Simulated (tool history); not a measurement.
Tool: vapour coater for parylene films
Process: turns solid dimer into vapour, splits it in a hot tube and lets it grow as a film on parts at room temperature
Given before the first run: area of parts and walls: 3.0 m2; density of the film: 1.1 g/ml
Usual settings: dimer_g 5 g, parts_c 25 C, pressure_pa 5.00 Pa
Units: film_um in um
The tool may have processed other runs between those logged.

run 1 hour=0.0 | dimer_g=5 parts_c=25 pressure_pa=5.00 | film_um=0.84
run 2 hour=16.3 | dimer_g=5 parts_c=25 pressure_pa=5.00 | film_um=0.85
run 3 hour=27.0 | dimer_g=5 parts_c=25 pressure_pa=5.00 | film_um=0.80
run 4 hour=39.5 | dimer_g=5 parts_c=25 pressure_pa=5.00 | film_um=0.81
run 5 hour=58.5 | dimer_g=5 parts_c=25 pressure_pa=5.00 | film_um=0.82
run 6 hour=76.9 | dimer_g=5 parts_c=25 pressure_pa=5.00 | film_um=0.84
run 7 hour=88.6 | dimer_g=5 parts_c=25 pressure_pa=5.00 | film_um=0.81
run 8 hour=104.9 | dimer_g=5 parts_c=26 pressure_pa=5.00 | film_um=0.83
run 9 hour=120.0 | dimer_g=5 parts_c=26 pressure_pa=5.00 | film_um=0.78
run 10 hour=136.5 | dimer_g=7 parts_c=25 pressure_pa=5.00 | film_um=1.16
run 11 hour=157.7 | dimer_g=7 parts_c=25 pressure_pa=5.00 | film_um=1.13
run 12 hour=167.1 | dimer_g=7 parts_c=25 pressure_pa=5.00 | film_um=1.17
run 13 hour=176.0 | dimer_g=7 parts_c=25 pressure_pa=5.00 | film_um=1.10
run 14 hour=188.4 | dimer_g=7 parts_c=25 pressure_pa=5.00 | film_um=1.10
run 15 hour=201.1 | dimer_g=7 parts_c=25 pressure_pa=5.00 | film_um=1.07
run 16 hour=220.9 | dimer_g=5 parts_c=29 pressure_pa=5.00 | film_um=0.69
run 17 hour=234.9 | dimer_g=5 parts_c=29 pressure_pa=5.00 | film_um=0.74
run 18 hour=248.5 | dimer_g=5 parts_c=29 pressure_pa=5.00 | film_um=0.69
run 19 hour=261.3 | dimer_g=8 parts_c=25 pressure_pa=5.00 | film_um=1.23
run 20 hour=279.4 | dimer_g=6 parts_c=25 pressure_pa=5.00 | film_um=0.97
run 21 hour=290.8 | dimer_g=4 parts_c=34 pressure_pa=9.41 | film_um=0.44
run 22 hour=302.2 | dimer_g=4 parts_c=30 pressure_pa=5.00 | film_um=0.53
run 23 hour=315.5 | dimer_g=3 parts_c=25 pressure_pa=5.00 | film_um=0.47
run 24 hour=327.6 | dimer_g=3 parts_c=25 pressure_pa=5.00 | film_um=0.46
run 25 hour=338.9 | dimer_g=5 parts_c=32 pressure_pa=4.20 | film_um=0.66
run 26 hour=353.2 | dimer_g=3 parts_c=18 pressure_pa=5.00 | film_um=0.55
run 27 hour=372.9 | dimer_g=6 parts_c=18 pressure_pa=2.37 | film_um=1.20
run 28 hour=384.3 | dimer_g=5 parts_c=25 pressure_pa=5.42 | film_um=0.77
run 29 hour=399.5 | dimer_g=5 parts_c=25 pressure_pa=5.42 | film_um=0.75
run 30 hour=420.6 | dimer_g=3 parts_c=36 pressure_pa=5.72 | film_um=0.30
run 31 hour=440.5 | dimer_g=5 parts_c=25 pressure_pa=6.05 | film_um=0.75
run 32 hour=455.0 | dimer_g=7 parts_c=28 pressure_pa=2.40 | film_um=1.03
-- hour=461.6 trap's valve overhauled
run 33 hour=478.5 | dimer_g=2 parts_c=21 pressure_pa=8.57 | film_um=0.36
run 34 hour=489.3 | dimer_g=9 parts_c=21 pressure_pa=8.57 | film_um=1.66
run 35 hour=509.2 | dimer_g=8 parts_c=25 pressure_pa=4.65 | film_um=1.35
run 36 hour=519.4 | dimer_g=8 parts_c=23 pressure_pa=10.14 | film_um=1.32
run 37 hour=538.1 | dimer_g=8 parts_c=23 pressure_pa=10.14 | film_um=1.34
run 38 hour=557.4 | dimer_g=8 parts_c=23 pressure_pa=10.14 | film_um=1.35
run 39 hour=566.4 | dimer_g=5 parts_c=33 pressure_pa=4.38 | film_um=0.68

What if the next run were any one of these 3? Each begins from the tool's condition after run 39:
run A hour=583.9 | dimer_g=3 parts_c=22 pressure_pa=5.00 | film_um=?
run B hour=583.9 | dimer_g=5 parts_c=25 pressure_pa=9.03 | film_um=?
run C hour=583.9 | dimer_g=2 parts_c=32 pressure_pa=5.00 | film_um=?

run=A film_um=0.53
run=B film_um=0.80
run=C film_um=0.28
The same runs, with their run-to-run variation unchanged, on a tool lacking any hidden condition would have given:
run=A film_um=0.53
run=B film_um=0.80
run=C film_um=0.28
